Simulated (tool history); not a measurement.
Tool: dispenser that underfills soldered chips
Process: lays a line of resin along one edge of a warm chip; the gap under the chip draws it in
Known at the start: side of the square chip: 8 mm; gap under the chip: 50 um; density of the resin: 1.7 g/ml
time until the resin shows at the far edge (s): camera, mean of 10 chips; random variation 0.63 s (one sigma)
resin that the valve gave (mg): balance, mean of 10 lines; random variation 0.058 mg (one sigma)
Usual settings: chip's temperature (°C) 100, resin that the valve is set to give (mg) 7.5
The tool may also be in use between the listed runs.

run    day  chip's temperature (°C)  resin that the valve is set to give (mg)  time until the resin shows at the far edge (s)  resin that the valve gave (mg)
  1      0                      100                                       7.5                                            66.9                             7.5
  2  0.108                      108                                       7.5                                            58.3                            7.53
     0.204  -- new syringe of resin
  3  0.288                      108                                       8.4                                              44                            8.29
  4  0.408                      113                                       7.5                                            43.4                            7.37
  5  0.554                      113                                       7.5                                            51.3                            7.38
     0.583  -- new syringe of resin
  6  0.767                      100                                      9.17                                            63.6                            9.08
  7  0.921                      100                                      9.17                                            75.4                            8.97
     0.971  -- new syringe of resin
  8  1.142                      100                                      9.17                                            64.1                            8.86
  9  1.304                      100                                      9.17                                            76.1                            8.91
     1.354  -- new syringe of resin
 10  1.488                      103                                       7.5                                            57.5                            7.31
 11  1.617                      103                                       7.5                                            65.1                            7.25
     1.733  -- new syringe of resin
 12  1.817                      103                                       7.5                                            53.4                            7.21
 13  1.917                      103                                      6.42                                              63                            6.11
 14  2.038                      100                                       7.5                                            74.5                             7.3
     2.117  -- new syringe of resin
 15  2.267                      104                                       7.5                                            55.4                            7.24
 16  2.383                      104                                       7.5                                            62.6                            7.31
     2.496  -- new syringe of resin
 17  2.542                      104                                       7.5                                            49.9                            7.18
 18  2.754                      104                                       7.5                                            63.1                            7.16
     2.883  -- new syringe of resin
 19  2.967                      114                                      8.11                                            36.3                            7.63
 20  3.125                      114                                      8.11                                            43.4                            7.68
     3.254  -- new syringe of resin
 21  3.354                      114                                      8.11                                            37.8                            7.67
 22  3.533                      114                                      8.11                                            46.7                            7.54
     3.638  -- new syringe of resin
 23  3.638                       91                                      6.46                                            79.1                            6.07
 24  3.767                      105                                      9.25                                            50.6                            8.66
 25  3.983                       86                                      7.89                                           130.6                            7.32
     4.017  -- new syringe of resin
 26  4.117                       86                                      7.89                                            99.7                            7.27
 27  4.333                       86                                      7.89                                           125.1                            7.26
     4.392  -- new syringe of resin
 28  4.488                      107                                       8.9                                            45.7                            8.25
 29  4.621                      100                                      7.27                                            71.2                            6.69
 30  4.717                       97                                      6.84                                            88.9                             6.3
     4.775  -- new syringe of resin
 31  4.908                       97                                      6.84                                              73                            6.28
 32  5.046                      103                                      7.35                                            66.5                            6.76
     5.154  -- new syringe of resin
 33  5.179                      103                                      7.35                                            51.6                             6.7
 34  5.279                      103                                      7.35                                            56.1                            6.69
 35  5.471                      103                                      7.35                                            69.8                            6.72
     5.533  -- new syringe of resin
 36  5.612                      105                                      7.35                                            50.4                             6.7

The same runs without the tool's hidden state, with the same run-to-run variation:
The hidden state here: resin's viscosity, % of fresh resin's; dose that the valve gives, % of what is set; true chip temperature over the reading, C; drift of the gauge itself on fill_s, %; drift of the gauge itself on given_mg, %.
run  time until the resin shows at the far edge (s)  resin that the valve gave (mg)
  1                                            54.5                            7.54
  2                                            42.1                            7.58
  3                                            41.1                            8.38
  4                                            35.2                            7.46
  5                                            35.5                            7.49
  6                                            53.4                            9.24
  7                                            53.2                            9.16
  8                                            54.1                            9.08
  9                                            53.5                            9.15
 10                                            49.9                            7.52
 11                                              49                            7.49
 12                                            49.9                            7.46
 13                                            52.5                            6.35
 14                                            54.5                            7.58
 15                                            47.6                            7.55
 16                                            47.2                            7.64
 17                                            48.2                            7.52
 18                                            48.1                            7.53
 19                                            33.9                            8.05
 20                                              34                            8.13
 21                                            33.9                            8.15
 22                                            34.4                            8.04
 23                                              80                            6.47
 24                                            45.1                            9.26
 25                                            91.2                            7.86
 26                                            90.4                            7.82
 27                                            88.9                            7.84
 28                                            42.2                            8.92
 29                                            55.8                            7.26
 30                                            62.4                            6.84
 31                                            63.2                            6.84
 32                                            49.7                            7.39
 33                                            50.6                            7.35
 34                                            49.2                            7.33
 35                                            49.6                            7.39
 36                                            46.6                            7.39
